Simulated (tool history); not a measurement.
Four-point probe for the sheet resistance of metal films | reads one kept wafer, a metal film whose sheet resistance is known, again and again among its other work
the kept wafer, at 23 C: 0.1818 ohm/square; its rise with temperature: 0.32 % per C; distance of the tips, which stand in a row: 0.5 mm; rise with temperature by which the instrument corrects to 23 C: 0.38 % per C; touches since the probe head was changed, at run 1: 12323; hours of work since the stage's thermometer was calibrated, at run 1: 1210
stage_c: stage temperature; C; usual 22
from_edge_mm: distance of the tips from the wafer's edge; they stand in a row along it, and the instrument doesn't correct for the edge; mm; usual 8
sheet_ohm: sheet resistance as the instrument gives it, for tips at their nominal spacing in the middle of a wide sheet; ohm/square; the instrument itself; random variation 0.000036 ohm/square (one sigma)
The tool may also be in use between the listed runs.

run,hour,stage_c,from_edge_mm,touches since the probe head was changed,hours of work since the stage's thermometer was calibrated,sheet_ohm
1,0.0,22,8,12323,1210,0.183018
2,19.0,22,8,12706,1218,0.183138
3,31.2,22,8,12952,1224,0.182988
4,45.0,22,4,13230,1230,0.184173
5,55.4,22,8,13439,1234,0.183084
6,74.5,22,8,13824,1242,0.183016
7,95.3,22,8,14244,1251,0.183117
8,104.8,22,8,14435,1255,0.182989
9,119.8,22,8,14738,1262,0.183014
10,137.3,22,8,15089,1269,0.183016
11,157.1,22,8,15489,1278,0.183003
12,172.8,22,8,15805,1284,0.183034
13,187.1,22,8,16093,1290,0.183066
14,202.6,22,8,16404,1297,0.183008
15,216.8,22,8,16691,1303,0.182955
16,237.0,22,8,17099,1312,0.182944
17,246.5,22,8,17290,1316,0.183020
18,262.0,22,8,17602,1322,0.182940
19,272.8,20,8,17819,1327,0.183202
20,287.6,20,8,18118,1333,0.183200
21,306.1,20,8,18491,1341,0.183199
22,324.2,20,8,18855,1349,0.183226
23,340.4,20,9,19181,1356,0.183081
24,354.7,21,13,19470,1362,0.182769
25,374.0,28,12,19858,1370,0.182102
26,385.8,32,8,20095,1375,0.181791
27,398.3,19,8,20347,1381,0.183332
28,409.2,23,5,20567,1385,0.183469
29,424.0,27,7,20865,1392,0.182468
30,441.8,21,48,21223,1399,0.182704
31,453.4,21,48,21458,1404,0.182687
32,471.7,27,10,21826,1412,0.182274
33,484.5,29,40,22084,1418,0.181744
34,503.7,26,9,22472,1426,0.182401
35,517.7,26,9,22754,1432,0.182314
# hour 532.8: stage's thermometer calibrated
36,537.6,26,9,23145,2,0.182239
37,558.2,19,9,23559,11,0.183090
38,575.3,19,57,23904,18,0.182766
39,593.7,19,57,24274,26,0.182729
40,609.6,19,57,24594,33,0.182768
41,627.9,22,39,24964,41,0.182405
42,646.8,19,18,25343,49,0.182802
43,665.7,32,61,25726,57,0.181242
44,679.3,32,61,25999,63,0.181312

Hidden state or all else? Some run-to-run changes of sheet_ohm, split into what the settings, what came in and random variation would give without the hidden state, and what is left for the hidden state (with any gauge scatter that isn't in both results):
The hidden state here: inner tips' distance over the nominal, %; tips' flats over new ones', %; wafer's true temperature over the reading, C; drift of the gauge itself on sheet_ohm, %.
Run 3 -> 4: from_edge_mm 8 -> 4. sheet_ohm +0.001185 ohm/square: hidden state +0.000001, all else +0.001184.
Run 24 -> 25: stage_c 21 -> 28, from_edge_mm 13 -> 12. sheet_ohm -0.000667 ohm/square: hidden state -0.000010, all else -0.000657.
Run 26 -> 27: stage_c 32 -> 19. sheet_ohm +0.001541 ohm/square: hidden state +0.000008, all else +0.001533.
Run 35 -> 36: stage's thermometer calibrated. sheet_ohm -0.000075 ohm/square: hidden state -0.000101, all else +0.000026.
Run 42 -> 43: stage_c 19 -> 32, from_edge_mm 18 -> 61. sheet_ohm -0.001560 ohm/square: hidden state -0.000011, all else -0.001549.
